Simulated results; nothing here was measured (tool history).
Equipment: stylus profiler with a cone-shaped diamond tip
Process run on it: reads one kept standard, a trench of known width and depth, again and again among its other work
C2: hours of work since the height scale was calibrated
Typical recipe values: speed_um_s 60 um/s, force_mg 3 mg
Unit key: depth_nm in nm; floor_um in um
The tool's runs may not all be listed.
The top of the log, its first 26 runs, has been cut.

Run 27, day 12.842: usual settings but speed_um_s 21 um/s; scans with this tip 541; C2 39. Result: depth_nm 202.96 nm, floor_um 46.95 um.
Run 28, day 13.404: usual settings but speed_um_s 35 um/s, force_mg 5.16 mg; scans with this tip 681; C2 49. Result: depth_nm 204.16 nm, floor_um 46.91 um.
Run 29, day 13.7: usual settings but speed_um_s 126 um/s, force_mg 8.12 mg; scans with this tip 754; C2 54. Result: depth_nm 205.59 nm, floor_um 46.6 um.
Run 30, day 14.325: usual settings but speed_um_s 126 um/s, force_mg 8.12 mg; scans with this tip 910; C2 66. Result: depth_nm 205.63 nm, floor_um 46.58 um.
Run 31, day 14.762: usual settings but speed_um_s 39 um/s, force_mg 1.06 mg; scans with this tip 1019; C2 73. Result: depth_nm 201.59 nm, floor_um 46.7 um.
Run 32, day 15.375: usual settings but speed_um_s 43 um/s, force_mg 4.1 mg; scans with this tip 1172; C2 85. Result: depth_nm 203.52 nm, floor_um 46.79 um.
Run 33, day 15.688: usual settings but speed_um_s 16 um/s, force_mg 3.44 mg; scans with this tip 1249; C2 90. Result: depth_nm 203.21 nm, floor_um 46.97 um.
Run 34, day 16.183: usual settings but speed_um_s 16 um/s, force_mg 3.44 mg; scans with this tip 1372; C2 99. Result: depth_nm 203.28 nm, floor_um 46.89 um.
Run 35, day 16.783: usual settings but speed_um_s 236 um/s, force_mg 7.04 mg; scans with this tip 1522; C2 110. Result: depth_nm 205.11 nm, floor_um 46.09 um.
Run 36, day 17.242: usual settings but speed_um_s 113 um/s, force_mg 7.04 mg; scans with this tip 1635; C2 118. Result: depth_nm 205.13 nm, floor_um 46.55 um.
Run 37, day 17.754: usual settings but speed_um_s 113 um/s, force_mg 7.04 mg; scans with this tip 1763; C2 127. Result: depth_nm 205.11 nm, floor_um 46.49 um.
Run 38, day 18.429: usual settings but speed_um_s 113 um/s, force_mg 7.04 mg; scans with this tip 1931; C2 139. Result: depth_nm 205.32 nm, floor_um 46.53 um.
Run 39, day 18.792: usual settings but speed_um_s 151 um/s, force_mg 1.87 mg; scans with this tip 2022; C2 146. Result: depth_nm 202.17 nm, floor_um 45.77 um.
Run 40, day 19.071: usual settings but speed_um_s 18 um/s, force_mg 2.08 mg; scans with this tip 2091; C2 151. Result: depth_nm 202.39 nm, floor_um 46.76 um.
Run 41, day 19.579: usual settings but speed_um_s 53 um/s, force_mg 1.35 mg; scans with this tip 2218; C2 160. Result: depth_nm 201.93 nm, floor_um 46.4 um.
Run 42, day 20.046: usual settings but speed_um_s 179 um/s, force_mg 7.62 mg; scans with this tip 2334; C2 168. Result: depth_nm 205.49 nm, floor_um 46.16 um.
Run 43, day 20.592: usual settings but speed_um_s 78 um/s, force_mg 1.14 mg; scans with this tip 2470; C2 178. Result: depth_nm 201.52 nm, floor_um 46.11 um.
Run 44, day 21.221: usual settings but speed_um_s 91 um/s, force_mg 1.8 mg; scans with this tip 2626; C2 189. Result: depth_nm 202.18 nm, floor_um 46.17 um.
Run 45, day 21.879: usual settings but speed_um_s 91 um/s, force_mg 1.8 mg; scans with this tip 2790; C2 201. Result: depth_nm 202.09 nm, floor_um 46.09 um.
Run 46, day 22.188: usual settings but speed_um_s 47 um/s, force_mg 6.81 mg; scans with this tip 2867; C2 207. Result: depth_nm 205.19 nm, floor_um 46.64 um.
Run 47, day 22.671: usual settings but speed_um_s 131 um/s, force_mg 1 mg; scans with this tip 2987; C2 215. Result: depth_nm 201.54 nm, floor_um 45.48 um.
Run 48, day 23.121: usual settings but speed_um_s 180 um/s; scans with this tip 3100; C2 224. Result: depth_nm 202.98 nm, floor_um 45.74 um.

Here are 3 independent what-if runs from the current tool condition. What would each one return?
Run A, day 23.75: usual settings but speed_um_s 17 um/s, force_mg 6.84 mg; scans with this tip 3256; C2 235. Result: depth_nm ?, floor_um ?.
Run B, day 23.75: usual settings but speed_um_s 21 um/s, force_mg 6.39 mg; scans with this tip 3256; C2 235. Result: depth_nm ?, floor_um ?.
Run C, day 23.75: usual settings but speed_um_s 16 um/s; scans with this tip 3256; C2 235. Result: depth_nm ?, floor_um ?.

run  depth_nm  floor_um
  A    205.25      46.7
  B    204.91     46.68
  C       203     46.65
With no hidden state in the tool, these same runs would have given:
run  depth_nm  floor_um
  A    205.12     47.15
  B    204.78     47.13
  C    202.88      47.1
